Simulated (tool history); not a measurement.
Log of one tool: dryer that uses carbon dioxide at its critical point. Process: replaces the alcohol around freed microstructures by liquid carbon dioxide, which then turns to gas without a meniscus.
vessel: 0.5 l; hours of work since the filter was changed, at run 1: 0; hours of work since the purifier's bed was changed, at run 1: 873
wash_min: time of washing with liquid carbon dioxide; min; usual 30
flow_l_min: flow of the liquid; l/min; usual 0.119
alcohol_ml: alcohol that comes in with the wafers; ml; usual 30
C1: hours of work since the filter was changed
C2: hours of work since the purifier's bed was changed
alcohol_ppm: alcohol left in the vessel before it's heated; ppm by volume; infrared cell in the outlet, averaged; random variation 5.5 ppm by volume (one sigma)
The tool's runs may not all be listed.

Run 1, hour 0: usual settings; C1 0; C2 873. Result: alcohol_ppm 271 ppm by volume.
Run 2, hour 44.3: usual settings; C1 24; C2 897. Result: alcohol_ppm 278 ppm by volume.
Run 3, hour 78.7: usual settings but wash_min 32 min; C1 43; C2 916. Result: alcohol_ppm 238 ppm by volume.
Run 4, hour 124: usual settings but wash_min 32 min; C1 68; C2 941. Result: alcohol_ppm 241 ppm by volume.
Run 5, hour 192.5: usual settings; C1 106; C2 979. Result: alcohol_ppm 353 ppm by volume.
Run 6, hour 231: usual settings but wash_min 24 min; C1 127; C2 1000. Result: alcohol_ppm 852 ppm by volume.
Run 7, hour 272.6: usual settings but wash_min 25 min; C1 150; C2 1023. Result: alcohol_ppm 774 ppm by volume.
Run 8, hour 314: usual settings but wash_min 25 min; C1 173; C2 1046. Result: alcohol_ppm 823 ppm by volume.
Run 9, hour 353.3: usual settings but wash_min 25 min; C1 195; C2 1068. Result: alcohol_ppm 884 ppm by volume.
At hour 360.2: inlet filter changed.
Run 10, hour 411.2: usual settings but wash_min 25 min, flow_l_min 0.186 l/min, alcohol_ml 35 ml; C1 28; C2 1099. Result: alcohol_ppm 168 ppm by volume.
Run 11, hour 443.6: usual settings but alcohol_ml 28 ml; C1 46; C2 1117. Result: alcohol_ppm 321 ppm by volume.
Run 12, hour 495.2: usual settings but wash_min 31 min, flow_l_min 0.108 l/min, alcohol_ml 40 ml; C1 74; C2 1145. Result: alcohol_ppm 544 ppm by volume.
Run 13, hour 562.9: usual settings but wash_min 19 min, flow_l_min 0.11 l/min, alcohol_ml 48 ml; C1 112; C2 1183. Result: alcohol_ppm 4000 ppm by volume.
Run 14, hour 632: usual settings but flow_l_min 0.089 l/min, alcohol_ml 25 ml; C1 150; C2 1221. Result: alcohol_ppm 1098 ppm by volume.
Run 15, hour 695.3: usual settings but flow_l_min 0.152 l/min; C1 185; C2 1255. Result: alcohol_ppm 197 ppm by volume.
At hour 717.8: inlet filter changed.
Run 16, hour 740.6: usual settings but flow_l_min 0.152 l/min, alcohol_ml 72 ml; C1 13; C2 1280. Result: alcohol_ppm 224 ppm by volume.
Run 17, hour 778.3: usual settings but flow_l_min 0.152 l/min, alcohol_ml 72 ml; C1 33; C2 1301. Result: alcohol_ppm 226 ppm by volume.

Hidden state at the last listed run before each entry between runs and at the first one after, where it differs:
Between runs 9 and 10: inlet filter changed (hour 360.2)
  flow that reaches the vessel past the clogged filter, %: 88.5 -> 97.8; alcohol in the recycled carbon dioxide, ppm: 129.8 -> 133.3
  measured less the result without the state, alcohol_ppm: +453 -> +134 ppm by volume
Between runs 15 and 16: inlet filter changed (hour 717.8)
  flow that reaches the vessel past the clogged filter, %: 89 -> 99; alcohol in the recycled carbon dioxide, ppm: 150.8 -> 153.8
  measured less the result without the state, alcohol_ppm: +176 -> +158 ppm by volume

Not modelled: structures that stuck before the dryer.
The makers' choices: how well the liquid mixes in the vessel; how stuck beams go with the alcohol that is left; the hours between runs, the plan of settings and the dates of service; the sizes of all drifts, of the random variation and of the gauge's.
